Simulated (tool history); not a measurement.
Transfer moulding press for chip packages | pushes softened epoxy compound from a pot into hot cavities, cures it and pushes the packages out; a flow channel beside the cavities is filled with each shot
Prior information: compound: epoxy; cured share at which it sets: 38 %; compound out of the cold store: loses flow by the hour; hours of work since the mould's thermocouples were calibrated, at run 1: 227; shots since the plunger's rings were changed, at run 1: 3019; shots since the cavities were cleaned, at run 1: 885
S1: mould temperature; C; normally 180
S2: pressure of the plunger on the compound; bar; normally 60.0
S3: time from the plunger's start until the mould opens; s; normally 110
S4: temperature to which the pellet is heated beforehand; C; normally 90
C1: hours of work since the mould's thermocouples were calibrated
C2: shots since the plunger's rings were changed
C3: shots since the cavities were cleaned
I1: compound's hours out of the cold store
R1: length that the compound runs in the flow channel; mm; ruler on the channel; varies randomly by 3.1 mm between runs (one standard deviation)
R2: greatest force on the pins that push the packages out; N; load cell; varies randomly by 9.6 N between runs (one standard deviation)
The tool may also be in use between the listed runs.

{"run": 1, "hour": 0.0, "S1": 180, "S2": 60.0, "S3": 110, "S4": 90, "C1": 227, "C2": 3019, "C3": 885, "I1": 16.7, "R1": 799, "R2": 437}
{"hour": 2.3, "done": "cavities cleaned with cleaning compound and waxed"}
{"run": 2, "hour": 9.9, "S1": 180, "S2": 60.0, "S3": 110, "S4": 90, "C1": 233, "C2": 3115, "C3": 87, "I1": 39.1, "R1": 733, "R2": 426}
{"run": 3, "hour": 18.1, "S1": 180, "S2": 60.0, "S3": 110, "S4": 90, "C1": 239, "C2": 3211, "C3": 183, "I1": 20.5, "R1": 787, "R2": 427}
{"run": 4, "hour": 27.7, "S1": 180, "S2": 60.0, "S3": 110, "S4": 90, "C1": 246, "C2": 3321, "C3": 293, "I1": 19.0, "R1": 790, "R2": 436}
{"run": 5, "hour": 33.0, "S1": 180, "S2": 60.0, "S3": 110, "S4": 90, "C1": 250, "C2": 3382, "C3": 354, "I1": 29.1, "R1": 757, "R2": 441}
{"run": 6, "hour": 38.2, "S1": 180, "S2": 60.0, "S3": 110, "S4": 90, "C1": 253, "C2": 3441, "C3": 413, "I1": 13.0, "R1": 813, "R2": 473}
{"run": 7, "hour": 45.2, "S1": 180, "S2": 60.0, "S3": 110, "S4": 90, "C1": 258, "C2": 3521, "C3": 493, "I1": 13.2, "R1": 813, "R2": 437}
{"run": 8, "hour": 53.5, "S1": 180, "S2": 60.0, "S3": 110, "S4": 90, "C1": 264, "C2": 3617, "C3": 589, "I1": 12.7, "R1": 811, "R2": 450}
{"run": 9, "hour": 63.9, "S1": 180, "S2": 60.0, "S3": 110, "S4": 90, "C1": 272, "C2": 3737, "C3": 709, "I1": 33.7, "R1": 747, "R2": 426}
{"run": 10, "hour": 72.9, "S1": 180, "S2": 60.0, "S3": 110, "S4": 90, "C1": 279, "C2": 3840, "C3": 812, "I1": 24.1, "R1": 778, "R2": 435}
{"run": 11, "hour": 78.2, "S1": 180, "S2": 60.0, "S3": 110, "S4": 90, "C1": 282, "C2": 3900, "C3": 872, "I1": 39.4, "R1": 727, "R2": 441}
{"hour": 81.5, "done": "cavities cleaned with cleaning compound and waxed"}
{"run": 12, "hour": 89.8, "S1": 180, "S2": 60.0, "S3": 110, "S4": 90, "C1": 290, "C2": 4017, "C3": 96, "I1": 42.7, "R1": 721, "R2": 428}
{"run": 13, "hour": 98.2, "S1": 174, "S2": 60.0, "S3": 110, "S4": 90, "C1": 296, "C2": 4114, "C3": 193, "I1": 9.9, "R1": 834, "R2": 560}
{"run": 14, "hour": 105.5, "S1": 174, "S2": 60.0, "S3": 110, "S4": 90, "C1": 301, "C2": 4198, "C3": 277, "I1": 30.3, "R1": 770, "R2": 555}
{"run": 15, "hour": 111.5, "S1": 172, "S2": 63.7, "S3": 107, "S4": 87, "C1": 306, "C2": 4266, "C3": 345, "I1": 24.7, "R1": 818, "R2": 673}
{"run": 16, "hour": 120.3, "S1": 181, "S2": 63.7, "S3": 107, "S4": 83, "C1": 312, "C2": 4367, "C3": 446, "I1": 16.1, "R1": 821, "R2": 444}
{"run": 17, "hour": 129.9, "S1": 181, "S2": 63.7, "S3": 107, "S4": 83, "C1": 319, "C2": 4477, "C3": 556, "I1": 24.0, "R1": 795, "R2": 432}
{"run": 18, "hour": 135.9, "S1": 181, "S2": 63.7, "S3": 107, "S4": 83, "C1": 324, "C2": 4547, "C3": 626, "I1": 47.4, "R1": 741, "R2": 437}
{"run": 19, "hour": 142.7, "S1": 181, "S2": 63.7, "S3": 107, "S4": 83, "C1": 329, "C2": 4625, "C3": 704, "I1": 13.0, "R1": 825, "R2": 438}
{"run": 20, "hour": 151.3, "S1": 181, "S2": 63.7, "S3": 107, "S4": 83, "C1": 335, "C2": 4723, "C3": 802, "I1": 27.0, "R1": 782, "R2": 457}
{"hour": 160.0, "done": "cavities cleaned with cleaning compound and waxed"}
{"run": 21, "hour": 161.6, "S1": 181, "S2": 58.9, "S3": 107, "S4": 83, "C1": 341, "C2": 4824, "C3": 17, "I1": 32.9, "R1": 740, "R2": 419}
{"run": 22, "hour": 171.1, "S1": 181, "S2": 58.9, "S3": 107, "S4": 83, "C1": 348, "C2": 4934, "C3": 127, "I1": 21.0, "R1": 773, "R2": 457}
{"run": 23, "hour": 180.5, "S1": 181, "S2": 68.8, "S3": 107, "S4": 94, "C1": 355, "C2": 5042, "C3": 235, "I1": 24.2, "R1": 830, "R2": 429}
{"run": 24, "hour": 186.1, "S1": 183, "S2": 68.8, "S3": 125, "S4": 98, "C1": 359, "C2": 5106, "C3": 299, "I1": 8.9, "R1": 870, "R2": 404}
{"run": 25, "hour": 193.4, "S1": 183, "S2": 68.8, "S3": 125, "S4": 98, "C1": 364, "C2": 5190, "C3": 383, "I1": 46.7, "R1": 758, "R2": 403}
{"run": 26, "hour": 200.3, "S1": 183, "S2": 68.8, "S3": 125, "S4": 98, "C1": 369, "C2": 5269, "C3": 462, "I1": 13.8, "R1": 852, "R2": 415}
{"run": 27, "hour": 209.7, "S1": 185, "S2": 47.9, "S3": 138, "S4": 90, "C1": 376, "C2": 5378, "C3": 571, "I1": 30.1, "R1": 667, "R2": 393}
{"run": 28, "hour": 215.3, "S1": 185, "S2": 47.9, "S3": 138, "S4": 90, "C1": 380, "C2": 5442, "C3": 635, "I1": 30.8, "R1": 668, "R2": 407}

4 ways to go on from here, each from the tool as it stands after run 28. What would each give?
{"run": "A", "hour": 222.9, "S1": 185, "S2": 47.9, "S3": 138, "S4": 96, "C1": 386, "C2": 5529, "C3": 722, "I1": 37.4, "R1": "?", "R2": "?"}
{"run": "B", "hour": 222.9, "S1": 185, "S2": 49.7, "S3": 117, "S4": 90, "C1": 386, "C2": 5529, "C3": 722, "I1": 38.9, "R1": "?", "R2": "?"}
{"run": "C", "hour": 222.9, "S1": 180, "S2": 60.0, "S3": 119, "S4": 90, "C1": 386, "C2": 5529, "C3": 722, "I1": 10.1, "R1": "?", "R2": "?"}
{"run": "D", "hour": 222.9, "S1": 180, "S2": 60.0, "S3": 115, "S4": 90, "C1": 386, "C2": 5529, "C3": 722, "I1": 20.5, "R1": "?", "R2": "?"}

run=A R1=654 R2=403
run=B R1=654 R2=394
run=C R1=820 R2=425
run=D R1=786 R2=434
The same runs, with their run-to-run variation unchanged, on a tool lacking any hidden condition would have given:
run=A R1=654 R2=400
run=B R1=654 R2=391
run=C R1=820 R2=421
run=D R1=786 R2=430
